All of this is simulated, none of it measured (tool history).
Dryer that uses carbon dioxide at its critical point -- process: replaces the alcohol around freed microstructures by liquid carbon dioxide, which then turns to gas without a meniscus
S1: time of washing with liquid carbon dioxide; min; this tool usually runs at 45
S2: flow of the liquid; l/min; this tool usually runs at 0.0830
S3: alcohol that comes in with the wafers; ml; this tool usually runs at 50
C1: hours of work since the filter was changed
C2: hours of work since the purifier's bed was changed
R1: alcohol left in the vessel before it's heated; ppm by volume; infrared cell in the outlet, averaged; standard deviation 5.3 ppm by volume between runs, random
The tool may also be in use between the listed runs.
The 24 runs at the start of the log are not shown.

run 25 day=19.721 | S1=31 S2=0.0714 S3=29 | C1=165 C2=366 | R1=1513
run 26 day=20.546 | S1=62 S2=0.0594 S3=29 | C1=178 C2=378 | R1=185
run 27 day=21.650 | S1=66 S2=0.0744 S3=22 | C1=195 C2=395 | R1=80
run 28 day=22.167 | S1=64 S2=0.0652 S3=31 | C1=203 C2=403 | R1=128
run 29 day=22.858 | S1=45 S2=0.0830 S3=51 | C1=213 C2=414 | R1=290
run 30 day=23.704 | S1=27 S2=0.1136 S3=51 | C1=226 C2=426 | R1=692
run 31 day=24.825 | S1=27 S2=0.1136 S3=51 | C1=243 C2=443 | R1=743
run 32 day=25.767 | S1=27 S2=0.1136 S3=51 | C1=257 C2=458 | R1=758
run 33 day=26.867 | S1=32 S2=0.0787 S3=41 | C1=274 C2=474 | R1=1609

Run 34 has not been measured yet. What should we expect?
run 34 day=27.908 | S1=32 S2=0.0787 S3=41 | C1=290 C2=490 | R1=?

R1: 1647 ppm by volume
Take away the tool's hidden state, keep the run-to-run variation as it was, and the same run would have given R1 811 ppm by volume.
